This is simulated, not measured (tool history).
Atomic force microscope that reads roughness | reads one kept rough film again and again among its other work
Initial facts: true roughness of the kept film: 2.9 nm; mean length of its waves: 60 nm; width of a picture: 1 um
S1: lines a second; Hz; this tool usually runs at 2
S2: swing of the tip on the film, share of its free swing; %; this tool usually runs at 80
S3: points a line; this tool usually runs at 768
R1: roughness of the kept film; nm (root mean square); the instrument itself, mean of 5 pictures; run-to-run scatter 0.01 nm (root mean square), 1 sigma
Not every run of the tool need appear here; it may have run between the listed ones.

{"run": 1, "hour": 0.0, "S1": 2, "S2": 80, "S3": 768, "R1": 2.345}
{"run": 2, "hour": 22.9, "S1": 2, "S2": 80, "S3": 768, "R1": 2.359}
{"run": 3, "hour": 38.2, "S1": 2, "S2": 80, "S3": 768, "R1": 2.355}
{"run": 4, "hour": 59.2, "S1": 2, "S2": 80, "S3": 768, "R1": 2.36}
{"run": 5, "hour": 75.9, "S1": 2, "S2": 80, "S3": 768, "R1": 2.372}
{"run": 6, "hour": 88.2, "S1": 2, "S2": 80, "S3": 768, "R1": 2.345}
{"run": 7, "hour": 107.6, "S1": 2, "S2": 80, "S3": 768, "R1": 2.355}
{"run": 8, "hour": 130.5, "S1": 2, "S2": 80, "S3": 768, "R1": 2.345}
{"run": 9, "hour": 153.0, "S1": 2, "S2": 80, "S3": 454, "R1": 2.342}
{"run": 10, "hour": 168.3, "S1": 2, "S2": 80, "S3": 290, "R1": 2.352}
{"run": 11, "hour": 185.9, "S1": 2, "S2": 80, "S3": 290, "R1": 2.339}
{"run": 12, "hour": 208.4, "S1": 2, "S2": 80, "S3": 290, "R1": 2.352}
{"run": 13, "hour": 231.8, "S1": 2, "S2": 80, "S3": 290, "R1": 2.355}
{"run": 14, "hour": 248.7, "S1": 2, "S2": 80, "S3": 290, "R1": 2.343}
{"run": 15, "hour": 269.1, "S1": 2, "S2": 80, "S3": 768, "R1": 2.351}
{"run": 16, "hour": 293.0, "S1": 2, "S2": 80, "S3": 768, "R1": 2.358}
{"run": 17, "hour": 311.1, "S1": 2, "S2": 80, "S3": 768, "R1": 2.35}
{"run": 18, "hour": 333.7, "S1": 2, "S2": 80, "S3": 783, "R1": 2.384}
{"run": 19, "hour": 352.8, "S1": 2.27, "S2": 78, "S3": 792, "R1": 2.347}
{"run": 20, "hour": 371.8, "S1": 1.33, "S2": 67, "S3": 943, "R1": 2.642}
{"run": 21, "hour": 387.6, "S1": 0.62, "S2": 58, "S3": 368, "R1": 2.728}
{"run": 22, "hour": 406.2, "S1": 1.4, "S2": 77, "S3": 309, "R1": 2.533}
{"run": 23, "hour": 423.3, "S1": 2.16, "S2": 77, "S3": 302, "R1": 2.371}
{"run": 24, "hour": 437.1, "S1": 1.46, "S2": 64, "S3": 833, "R1": 2.645}
{"run": 25, "hour": 455.9, "S1": 1.58, "S2": 80, "S3": 985, "R1": 2.43}
{"run": 26, "hour": 471.3, "S1": 2.73, "S2": 80, "S3": 836, "R1": 2.225}
{"run": 27, "hour": 486.7, "S1": 3.32, "S2": 78, "S3": 326, "R1": 2.155}
{"run": 28, "hour": 509.3, "S1": 3.32, "S2": 67, "S3": 326, "R1": 2.402}
{"run": 29, "hour": 522.5, "S1": 2, "S2": 60, "S3": 362, "R1": 2.623}
{"run": 30, "hour": 535.9, "S1": 2, "S2": 60, "S3": 362, "R1": 2.636}
{"run": 31, "hour": 558.6, "S1": 1.81, "S2": 61, "S3": 362, "R1": 2.657}
{"run": 32, "hour": 578.9, "S1": 3.87, "S2": 73, "S3": 447, "R1": 2.226}
{"run": 33, "hour": 598.6, "S1": 3.87, "S2": 73, "S3": 447, "R1": 2.233}
{"run": 34, "hour": 617.1, "S1": 3.36, "S2": 55, "S3": 721, "R1": 2.621}
{"run": 35, "hour": 635.9, "S1": 2.72, "S2": 80, "S3": 518, "R1": 2.232}

Not shown here: 9 entries made in the log between runs. Locate each between two listed runs and compare the hidden state at the listed run before it with the hidden state at the listed run after it:
Logged between run 2 and run 3: new tip fitted (hour 24.4)
  radius of the tip, nm: 10.4 -> 10.1
Logged between run 6 and run 7: new tip fitted (hour 97.2)
  radius of the tip, nm: 10.3 -> 10.1
Logged between run 10 and run 11: new tip fitted (hour 170.7)
  radius of the tip, nm: 10.4 -> 10.1
Logged between run 13 and run 14: new tip fitted (hour 244.5)
  radius of the tip, nm: 10.3 -> 10
Logged between run 17 and run 18: new tip fitted (hour 318.2)
  radius of the tip, nm: 10.3 -> 10.1
Logged between run 21 and run 22: new tip fitted (hour 392)
  radius of the tip, nm: 10.4 -> 10.1
Logged between run 25 and run 26: new tip fitted (hour 465.4)
  radius of the tip, nm: 10.3 -> 10.1
Logged between run 30 and run 31: new tip fitted (hour 538.5)
  radius of the tip, nm: 10.4 -> 10.1
Logged between run 33 and run 34: new tip fitted (hour 611.4)
  radius of the tip, nm: 10.3 -> 10
